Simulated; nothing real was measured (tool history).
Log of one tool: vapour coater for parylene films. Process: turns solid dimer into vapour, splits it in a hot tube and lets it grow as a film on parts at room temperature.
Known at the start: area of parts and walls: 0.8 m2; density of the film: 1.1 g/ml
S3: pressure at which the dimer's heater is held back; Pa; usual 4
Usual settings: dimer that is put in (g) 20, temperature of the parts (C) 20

{"run": 1, "hour": 0.0, "dimer that is put in (g)": 20, "temperature of the parts (C)": 20, "S3": 4, "thickness of the film (µm)": 14.72}
{"run": 2, "hour": 25.7, "dimer that is put in (g)": 20, "temperature of the parts (C)": 24, "S3": 4, "thickness of the film (µm)": 12.3}
{"run": 3, "hour": 49.2, "dimer that is put in (g)": 20, "temperature of the parts (C)": 24, "S3": 4, "thickness of the film (µm)": 12.25}
{"run": 4, "hour": 77.5, "dimer that is put in (g)": 20, "temperature of the parts (C)": 24, "S3": 4, "thickness of the film (µm)": 12.3}
{"run": 5, "hour": 105.4, "dimer that is put in (g)": 20, "temperature of the parts (C)": 24, "S3": 4, "thickness of the film (µm)": 12.16}
{"run": 6, "hour": 133.0, "dimer that is put in (g)": 20, "temperature of the parts (C)": 24, "S3": 4, "thickness of the film (µm)": 12.25}
{"run": 7, "hour": 163.5, "dimer that is put in (g)": 10, "temperature of the parts (C)": 20, "S3": 4, "thickness of the film (µm)": 7.24}
{"run": 8, "hour": 180.8, "dimer that is put in (g)": 20, "temperature of the parts (C)": 20, "S3": 4, "thickness of the film (µm)": 14.72}
{"run": 9, "hour": 199.4, "dimer that is put in (g)": 20, "temperature of the parts (C)": 20, "S3": 4, "thickness of the film (µm)": 14.66}
{"run": 10, "hour": 229.7, "dimer that is put in (g)": 20, "temperature of the parts (C)": 20, "S3": 4, "thickness of the film (µm)": 14.43}
{"run": 11, "hour": 249.1, "dimer that is put in (g)": 20, "temperature of the parts (C)": 20, "S3": 4, "thickness of the film (µm)": 14.45}
{"run": 12, "hour": 270.9, "dimer that is put in (g)": 12, "temperature of the parts (C)": 20, "S3": 4, "thickness of the film (µm)": 8.59}
{"run": 13, "hour": 297.1, "dimer that is put in (g)": 12, "temperature of the parts (C)": 20, "S3": 4, "thickness of the film (µm)": 8.74}
{"run": 14, "hour": 325.9, "dimer that is put in (g)": 12, "temperature of the parts (C)": 20, "S3": 4, "thickness of the film (µm)": 8.63}
{"run": 15, "hour": 356.1, "dimer that is put in (g)": 12, "temperature of the parts (C)": 20, "S3": 4, "thickness of the film (µm)": 8.74}
{"run": 16, "hour": 373.5, "dimer that is put in (g)": 12, "temperature of the parts (C)": 20, "S3": 4, "thickness of the film (µm)": 8.7}
{"run": 17, "hour": 399.6, "dimer that is put in (g)": 20, "temperature of the parts (C)": 20, "S3": 4, "thickness of the film (µm)": 14.79}
{"run": 18, "hour": 414.5, "dimer that is put in (g)": 20, "temperature of the parts (C)": 20, "S3": 4, "thickness of the film (µm)": 14.36}
{"run": 19, "hour": 429.5, "dimer that is put in (g)": 20, "temperature of the parts (C)": 20, "S3": 2.36, "thickness of the film (µm)": 16.33}
{"run": 20, "hour": 449.3, "dimer that is put in (g)": 20, "temperature of the parts (C)": 20, "S3": 2.36, "thickness of the film (µm)": 16.24}
{"run": 21, "hour": 463.7, "dimer that is put in (g)": 20, "temperature of the parts (C)": 20, "S3": 2.36, "thickness of the film (µm)": 16.39}
{"run": 22, "hour": 491.4, "dimer that is put in (g)": 20, "temperature of the parts (C)": 20, "S3": 2.36, "thickness of the film (µm)": 16.3}
{"run": 23, "hour": 512.3, "dimer that is put in (g)": 20, "temperature of the parts (C)": 20, "S3": 10.86, "thickness of the film (µm)": 11.45}
{"run": 24, "hour": 530.8, "dimer that is put in (g)": 20, "temperature of the parts (C)": 19, "S3": 7.04, "thickness of the film (µm)": 13.33}
{"run": 25, "hour": 547.9, "dimer that is put in (g)": 14, "temperature of the parts (C)": 32, "S3": 6.46, "thickness of the film (µm)": 5.39}
{"run": 26, "hour": 576.4, "dimer that is put in (g)": 14, "temperature of the parts (C)": 12, "S3": 3.41, "thickness of the film (µm)": 14.82}
{"run": 27, "hour": 603.9, "dimer that is put in (g)": 8, "temperature of the parts (C)": 23, "S3": 3.41, "thickness of the film (µm)": 5.24}
{"run": 28, "hour": 629.6, "dimer that is put in (g)": 8, "temperature of the parts (C)": 23, "S3": 2.03, "thickness of the film (µm)": 5.9}
{"run": 29, "hour": 652.4, "dimer that is put in (g)": 13, "temperature of the parts (C)": 24, "S3": 11.71, "thickness of the film (µm)": 6.22}
{"run": 30, "hour": 681.7, "dimer that is put in (g)": 34, "temperature of the parts (C)": 24, "S3": 11.71, "thickness of the film (µm)": 16.15}
{"run": 31, "hour": 699.3, "dimer that is put in (g)": 12, "temperature of the parts (C)": 19, "S3": 6.21, "thickness of the film (µm)": 8.14}
{"run": 32, "hour": 724.1, "dimer that is put in (g)": 15, "temperature of the parts (C)": 19, "S3": 6.21, "thickness of the film (µm)": 10.28}
{"run": 33, "hour": 751.0, "dimer that is put in (g)": 15, "temperature of the parts (C)": 31, "S3": 4.26, "thickness of the film (µm)": 6.62}
{"run": 34, "hour": 775.7, "dimer that is put in (g)": 9, "temperature of the parts (C)": 31, "S3": 9.35, "thickness of the film (µm)": 3.32}
{"run": 35, "hour": 790.9, "dimer that is put in (g)": 22, "temperature of the parts (C)": 14, "S3": 11.17, "thickness of the film (µm)": 16.31}
{"run": 36, "hour": 812.9, "dimer that is put in (g)": 22, "temperature of the parts (C)": 18, "S3": 3.33, "thickness of the film (µm)": 17.88}
{"run": 37, "hour": 836.6, "dimer that is put in (g)": 22, "temperature of the parts (C)": 15, "S3": 5.77, "thickness of the film (µm)": 18.24}

Taken out of this log: 2 entries between the listed runs. Where each belongs, and how the hidden state differs across it:
Between runs 12 and 13: trap's valve overhauled (hour 291.9)
  vapour lost through the trap's worn valve, %: 0.4 -> 0
Between runs 31 and 32: trap's valve overhauled (hour 714.6)
  vapour lost through the trap's worn valve, %: 0.4 -> 0

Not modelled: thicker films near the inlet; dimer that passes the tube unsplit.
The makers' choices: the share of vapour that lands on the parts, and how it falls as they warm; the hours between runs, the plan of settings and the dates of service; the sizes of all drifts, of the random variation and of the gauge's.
